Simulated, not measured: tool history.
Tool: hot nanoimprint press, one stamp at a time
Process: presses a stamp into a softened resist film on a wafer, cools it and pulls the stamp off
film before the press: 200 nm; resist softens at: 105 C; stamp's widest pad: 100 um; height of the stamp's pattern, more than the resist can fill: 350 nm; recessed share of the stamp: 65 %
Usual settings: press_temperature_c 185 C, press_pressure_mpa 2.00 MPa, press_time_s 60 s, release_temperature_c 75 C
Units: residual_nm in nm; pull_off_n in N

{"run": 1, "hour": 0.0, "press_temperature_c": 185, "press_pressure_mpa": 2.0, "press_time_s": 60, "release_temperature_c": 75, "residual_nm": 110.0, "pull_off_n": 222}
{"run": 2, "hour": 15.3, "press_temperature_c": 185, "press_pressure_mpa": 2.0, "press_time_s": 60, "release_temperature_c": 69, "residual_nm": 110.1, "pull_off_n": 257}
{"run": 3, "hour": 29.7, "press_temperature_c": 185, "press_pressure_mpa": 2.0, "press_time_s": 60, "release_temperature_c": 69, "residual_nm": 110.3, "pull_off_n": 253}
{"run": 4, "hour": 41.0, "press_temperature_c": 185, "press_pressure_mpa": 2.0, "press_time_s": 60, "release_temperature_c": 69, "residual_nm": 110.3, "pull_off_n": 254}
{"run": 5, "hour": 53.5, "press_temperature_c": 185, "press_pressure_mpa": 2.11, "press_time_s": 60, "release_temperature_c": 69, "residual_nm": 108.3, "pull_off_n": 250}
{"run": 6, "hour": 61.1, "press_temperature_c": 185, "press_pressure_mpa": 2.0, "press_time_s": 35, "release_temperature_c": 75, "residual_nm": 130.5, "pull_off_n": 225}
{"run": 7, "hour": 77.0, "press_temperature_c": 185, "press_pressure_mpa": 2.0, "press_time_s": 35, "release_temperature_c": 75, "residual_nm": 130.6, "pull_off_n": 218}
{"run": 8, "hour": 89.2, "press_temperature_c": 185, "press_pressure_mpa": 2.0, "press_time_s": 35, "release_temperature_c": 75, "residual_nm": 130.0, "pull_off_n": 224}
{"run": 9, "hour": 102.2, "press_temperature_c": 185, "press_pressure_mpa": 2.0, "press_time_s": 60, "release_temperature_c": 75, "residual_nm": 110.4, "pull_off_n": 228}
{"run": 10, "hour": 115.2, "press_temperature_c": 185, "press_pressure_mpa": 2.0, "press_time_s": 60, "release_temperature_c": 75, "residual_nm": 110.3, "pull_off_n": 219}
{"run": 11, "hour": 130.4, "press_temperature_c": 185, "press_pressure_mpa": 2.0, "press_time_s": 48, "release_temperature_c": 75, "residual_nm": 118.9, "pull_off_n": 221}
{"run": 12, "hour": 138.6, "press_temperature_c": 185, "press_pressure_mpa": 2.0, "press_time_s": 48, "release_temperature_c": 75, "residual_nm": 118.3, "pull_off_n": 222}
{"run": 13, "hour": 150.8, "press_temperature_c": 185, "press_pressure_mpa": 2.0, "press_time_s": 42, "release_temperature_c": 75, "residual_nm": 123.9, "pull_off_n": 226}
{"run": 14, "hour": 164.4, "press_temperature_c": 185, "press_pressure_mpa": 2.0, "press_time_s": 37, "release_temperature_c": 75, "residual_nm": 129.1, "pull_off_n": 222}
{"run": 15, "hour": 179.3, "press_temperature_c": 185, "press_pressure_mpa": 2.0, "press_time_s": 37, "release_temperature_c": 75, "residual_nm": 128.0, "pull_off_n": 224}
{"run": 16, "hour": 190.9, "press_temperature_c": 185, "press_pressure_mpa": 2.0, "press_time_s": 60, "release_temperature_c": 75, "residual_nm": 110.2, "pull_off_n": 227}
{"run": 17, "hour": 205.1, "press_temperature_c": 196, "press_pressure_mpa": 2.0, "press_time_s": 116, "release_temperature_c": 75, "residual_nm": 65.4, "pull_off_n": 232}
{"run": 18, "hour": 217.2, "press_temperature_c": 196, "press_pressure_mpa": 2.0, "press_time_s": 116, "release_temperature_c": 75, "residual_nm": 65.4, "pull_off_n": 222}
{"run": 19, "hour": 231.2, "press_temperature_c": 196, "press_pressure_mpa": 1.67, "press_time_s": 37, "release_temperature_c": 63, "residual_nm": 110.6, "pull_off_n": 275}
{"run": 20, "hour": 239.0, "press_temperature_c": 193, "press_pressure_mpa": 2.0, "press_time_s": 102, "release_temperature_c": 79, "residual_nm": 74.9, "pull_off_n": 207}
{"run": 21, "hour": 246.3, "press_temperature_c": 193, "press_pressure_mpa": 1.2, "press_time_s": 102, "release_temperature_c": 79, "residual_nm": 93.3, "pull_off_n": 211}
{"run": 22, "hour": 253.6, "press_temperature_c": 185, "press_pressure_mpa": 1.95, "press_time_s": 60, "release_temperature_c": 79, "residual_nm": 112.1, "pull_off_n": 202}
{"run": 23, "hour": 271.5, "press_temperature_c": 185, "press_pressure_mpa": 1.95, "press_time_s": 60, "release_temperature_c": 66, "residual_nm": 111.3, "pull_off_n": 259}
{"run": 24, "hour": 279.3, "press_temperature_c": 175, "press_pressure_mpa": 2.4, "press_time_s": 60, "release_temperature_c": 66, "residual_nm": 129.6, "pull_off_n": 263}
{"run": 25, "hour": 286.7, "press_temperature_c": 177, "press_pressure_mpa": 1.45, "press_time_s": 56, "release_temperature_c": 72, "residual_nm": 147.2, "pull_off_n": 237}
{"run": 26, "hour": 302.2, "press_temperature_c": 186, "press_pressure_mpa": 2.69, "press_time_s": 33, "release_temperature_c": 74, "residual_nm": 117.9, "pull_off_n": 239}
{"hour": 317.3, "done": "stamp cleaned and given a new release coat"}
{"run": 27, "hour": 321.4, "press_temperature_c": 186, "press_pressure_mpa": 2.69, "press_time_s": 33, "release_temperature_c": 74, "residual_nm": 117.7, "pull_off_n": 229}
{"run": 28, "hour": 336.6, "press_temperature_c": 186, "press_pressure_mpa": 1.66, "press_time_s": 34, "release_temperature_c": 74, "residual_nm": 136.7, "pull_off_n": 224}
{"run": 29, "hour": 351.8, "press_temperature_c": 188, "press_pressure_mpa": 2.31, "press_time_s": 60, "release_temperature_c": 64, "residual_nm": 97.5, "pull_off_n": 274}
{"run": 30, "hour": 363.4, "press_temperature_c": 185, "press_pressure_mpa": 1.51, "press_time_s": 71, "release_temperature_c": 75, "residual_nm": 116.1, "pull_off_n": 223}
{"run": 31, "hour": 378.2, "press_temperature_c": 185, "press_pressure_mpa": 1.51, "press_time_s": 71, "release_temperature_c": 75, "residual_nm": 116.6, "pull_off_n": 220}

Forecast each of these 3 alternatives for the next run:
{"hour": 388.7, "done": "plate thermocouple calibrated"}
{"run": "A", "hour": 393.5, "press_temperature_c": 185, "press_pressure_mpa": 1.99, "press_time_s": 60, "release_temperature_c": 75, "residual_nm": "?", "pull_off_n": "?"}
{"hour": 388.7, "done": "plate thermocouple calibrated"}
{"run": "B", "hour": 393.5, "press_temperature_c": 185, "press_pressure_mpa": 1.51, "press_time_s": 71, "release_temperature_c": 69, "residual_nm": "?", "pull_off_n": "?"}
{"hour": 388.7, "done": "plate thermocouple calibrated"}
{"run": "C", "hour": 393.5, "press_temperature_c": 182, "press_pressure_mpa": 1.82, "press_time_s": 71, "release_temperature_c": 75, "residual_nm": "?", "pull_off_n": "?"}

run=A residual_nm=110.9 pull_off_n=212
run=B residual_nm=116.8 pull_off_n=255
run=C residual_nm=116.2 pull_off_n=223
Without the tool's hidden state the same runs would have given:
run=A residual_nm=110.8 pull_off_n=212
run=B residual_nm=116.8 pull_off_n=254
run=C residual_nm=116.1 pull_off_n=223
